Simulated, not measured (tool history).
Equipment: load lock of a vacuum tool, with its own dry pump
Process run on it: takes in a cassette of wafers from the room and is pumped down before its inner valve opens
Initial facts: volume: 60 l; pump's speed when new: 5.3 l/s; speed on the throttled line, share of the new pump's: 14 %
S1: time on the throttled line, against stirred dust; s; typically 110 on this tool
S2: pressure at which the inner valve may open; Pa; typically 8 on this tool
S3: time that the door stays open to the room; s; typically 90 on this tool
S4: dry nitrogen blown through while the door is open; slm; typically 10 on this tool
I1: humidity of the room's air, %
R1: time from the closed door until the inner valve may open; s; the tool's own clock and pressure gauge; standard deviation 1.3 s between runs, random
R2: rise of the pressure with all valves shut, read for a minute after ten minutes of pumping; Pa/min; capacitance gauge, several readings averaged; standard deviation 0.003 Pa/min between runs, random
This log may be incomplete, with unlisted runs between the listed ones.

Run 1, hour 0.0: usual settings; I1 43.5. Result: R1 204.0 s, R2 0.083 Pa/min.
Run 2, hour 178.2: usual settings; I1 47.4. Result: R1 205.2 s, R2 0.088 Pa/min.
Run 3, hour 313.9: usual settings; I1 44.0. Result: R1 204.8 s, R2 0.088 Pa/min.
Run 4, hour 483.5: usual settings; I1 46.6. Result: R1 205.6 s, R2 0.086 Pa/min.
Run 5, hour 652.9: usual settings but S4 5 slm; I1 41.5. Result: R1 201.9 s, R2 0.095 Pa/min.
Run 6, hour 728.8: usual settings but S3 26 s; I1 43.7. Result: R1 205.9 s, R2 0.077 Pa/min.
Run 7, hour 848.3: usual settings but S3 33 s; I1 46.6. Result: R1 204.4 s, R2 0.081 Pa/min.
Run 8, hour 1011.1: usual settings but S1 69 s; I1 43.9. Result: R1 168.1 s, R2 0.100 Pa/min.
Run 9, hour 1176.7: usual settings but S1 127 s; I1 47.5. Result: R1 218.0 s, R2 0.100 Pa/min.
Run 10, hour 1292.2: usual settings but S1 127 s; I1 41.5. Result: R1 219.9 s, R2 0.100 Pa/min.
Run 11, hour 1389.5: usual settings but S1 127 s; I1 43.8. Result: R1 220.7 s, R2 0.103 Pa/min.
Run 12, hour 1504.0: usual settings but S4 20 slm; I1 46.4. Result: R1 207.7 s, R2 0.096 Pa/min.
Run 13, hour 1690.3: usual settings; I1 44.0. Result: R1 205.7 s, R2 0.113 Pa/min.
Run 14, hour 1860.9: usual settings; I1 47.2. Result: R1 206.6 s, R2 0.110 Pa/min.
Run 15, hour 1977.9: usual settings; I1 44.9. Result: R1 204.6 s, R2 0.119 Pa/min.
Run 16, hour 2079.4: usual settings; I1 43.4. Result: R1 206.7 s, R2 0.111 Pa/min.
Run 17, hour 2201.7: usual settings but S1 180 s; I1 41.4. Result: R1 266.4 s, R2 0.117 Pa/min.
Run 18, hour 2336.1: usual settings but S1 180 s; I1 43.7. Result: R1 266.4 s, R2 0.129 Pa/min.
Run 19, hour 2427.9: usual settings; I1 44.2. Result: R1 208.3 s, R2 0.123 Pa/min.
Run 20, hour 2600.3: usual settings; I1 45.3. Result: R1 207.6 s, R2 0.127 Pa/min.
Run 21, hour 2781.0: usual settings but S1 116 s, S3 42 s; I1 44.8. Result: R1 209.1 s, R2 0.121 Pa/min.
Run 22, hour 2954.2: usual settings but S1 185 s, S2 7 Pa, S3 128 s, S4 37 slm; I1 41.6. Result: R1 272.6 s, R2 0.118 Pa/min.
Run 23, hour 3127.8: usual settings but S2 9 Pa; I1 42.4. Result: R1 204.3 s, R2 0.128 Pa/min.
Run 24, hour 3279.6: usual settings but S2 15 Pa, S3 173 s; I1 46.7. Result: R1 200.5 s, R2 0.157 Pa/min.
Run 25, hour 3407.1: usual settings but S2 15 Pa, S3 173 s; I1 45.1. Result: R1 200.2 s, R2 0.163 Pa/min.
Run 26, hour 3573.2: usual settings but S1 126 s, S2 10 Pa, S3 173 s, S4 12 slm; I1 49.3. Result: R1 220.4 s, R2 0.167 Pa/min.
Run 27, hour 3739.4: usual settings but S2 7 Pa; I1 46.0. Result: R1 210.6 s, R2 0.159 Pa/min.
Run 28, hour 3838.9: usual settings but S2 7 Pa; I1 40.0. Result: R1 211.3 s, R2 0.151 Pa/min.
Run 29, hour 3990.8: usual settings but S1 202 s, S4 33 slm; I1 45.1. Result: R1 289.4 s, R2 0.142 Pa/min.
Run 30, hour 4162.1: usual settings but S1 202 s, S2 10 Pa, S3 202 s, S4 12 slm; I1 47.9. Result: R1 281.9 s, R2 0.176 Pa/min.
Run 31, hour 4238.5: usual settings but S1 202 s, S2 10 Pa, S3 202 s, S4 12 slm; I1 45.7. Result: R1 287.7 s, R2 0.185 Pa/min.
Run 32, hour 4376.1: usual settings but S1 202 s, S2 7 Pa, S3 121 s, S4 33 slm; I1 47.8. Result: R1 289.2 s, R2 0.159 Pa/min.
Run 33, hour 4519.7: usual settings but S1 202 s, S2 7 Pa, S3 32 s, S4 5 slm; I1 42.6. Result: R1 290.5 s, R2 0.155 Pa/min.
Run 34, hour 4604.8: usual settings but S1 202 s, S2 7 Pa, S3 32 s, S4 5 slm; I1 43.3. Result: R1 289.4 s, R2 0.166 Pa/min.
Run 35, hour 4689.6: usual settings but S1 72 s, S3 161 s, S4 9 slm; I1 41.8. Result: R1 176.3 s, R2 0.186 Pa/min.
Run 36, hour 4870.1: usual settings but S4 11 slm; I1 45.2. Result: R1 208.6 s, R2 0.175 Pa/min.
Run 37, hour 5032.0: usual settings but S1 87 s, S2 7 Pa, S4 18 slm; I1 46.6. Result: R1 195.0 s, R2 0.175 Pa/min.

A few steps of R1 between consecutive runs. Split each: what settings, incoming material and random variation would produce without the hidden state, and what is left over for the hidden state, along with gauge scatter present in only one of the two compared results (measured, and without hidden state):
What the log doesn't record here: pump's speed, % of a new pump's; leak at the door's seal, Pa l/s; drift of the gauge itself on ready_s, %; drift of the gauge itself on rise_pa_min, %.
Run 18 -> 19: S1 180 -> 110. R1 -58.1 s: hidden state +0.8, all else -58.9.
Run 22 -> 23: S1 185 -> 110, S2 7 -> 9, S3 128 -> 90, S4 37 -> 10. R1 -68.3 s: hidden state +0.6, all else -68.9.
Run 26 -> 27: S1 126 -> 110, S2 10 -> 7, S3 173 -> 90, S4 12 -> 10. R1 -9.8 s: hidden state +0.7, all else -10.5.
Run 28 -> 29: S1 110 -> 202, S2 7 -> 8, S4 10 -> 33. R1 +78.1 s: hidden state -0.5, all else +78.6.
Run 34 -> 35: S1 202 -> 72, S2 7 -> 8, S3 32 -> 161, S4 5 -> 9. R1 -113.1 s: hidden state +1.5, all else -114.6.
